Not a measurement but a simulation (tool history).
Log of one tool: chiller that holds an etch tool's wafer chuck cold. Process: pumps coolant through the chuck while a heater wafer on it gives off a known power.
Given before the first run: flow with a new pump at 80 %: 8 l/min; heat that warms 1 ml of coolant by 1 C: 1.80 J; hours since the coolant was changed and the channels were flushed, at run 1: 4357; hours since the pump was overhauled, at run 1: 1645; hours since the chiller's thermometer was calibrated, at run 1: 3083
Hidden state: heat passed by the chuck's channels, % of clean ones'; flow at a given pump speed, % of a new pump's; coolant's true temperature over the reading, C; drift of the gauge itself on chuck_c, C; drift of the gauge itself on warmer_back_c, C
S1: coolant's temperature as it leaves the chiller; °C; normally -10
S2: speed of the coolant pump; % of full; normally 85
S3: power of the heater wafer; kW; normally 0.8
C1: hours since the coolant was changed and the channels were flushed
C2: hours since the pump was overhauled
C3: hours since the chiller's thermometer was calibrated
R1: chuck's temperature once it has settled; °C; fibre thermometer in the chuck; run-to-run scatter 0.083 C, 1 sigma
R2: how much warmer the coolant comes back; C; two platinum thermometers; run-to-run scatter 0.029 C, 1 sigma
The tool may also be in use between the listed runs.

run,hour,S1,S2,S3,C1,C2,C3,R1,R2
1,0,-10,85,0.8,4357,1645,3083,-3.28,3.12
2,202.2,-7,85,0.8,4559,1848,3285,-0.22,3.11
3,394.5,-7,85,0.8,4751,2040,3477,-0.27,3.16
# hour 474.5: coolant changed, channels flushed
4,505.3,-7,85,0.8,31,2145,3582,0.04,3.12
5,706.5,-7,85,0.8,232,2346,3783,-0.31,3.07
6,817.7,-7,85,0.8,343,2457,3895,-0.36,3.12
7,974.6,-9,62,0.605,500,2614,4051,-2.31,3.36
8,1102.9,-9,60,0.888,628,2742,4180,1.2,5.19
9,1238.9,-9,60,0.888,764,2878,4316,1.22,5.14
10,1386.1,-10,97,0.624,912,3025,4463,-5.39,2.09

Below are 5 alternative next runs, each starting from the tool's condition after run 10. Predict each:
A,1557.8,-9,79,0.8,1083,3197,4635,?,?
B,1557.8,-10,74,0.411,1083,3197,4635,?,?
C,1557.8,-12,73,1.048,1083,3197,4635,?,?
D,1557.8,-4,97,0.624,1083,3197,4635,?,?
E,1557.8,-9,69,1.09,1083,3197,4635,?,?

run,R1,R2
A,-1.93,3.39
B,-6.06,1.88
C,-1.83,4.83
D,0.74,2.11
E,2.13,5.37
What these runs would have given with no unlogged condition in the tool:
run,R1,R2
A,-1.93,3.39
B,-6.05,1.88
C,-1.84,4.82
D,0.75,2.11
E,2.12,5.36
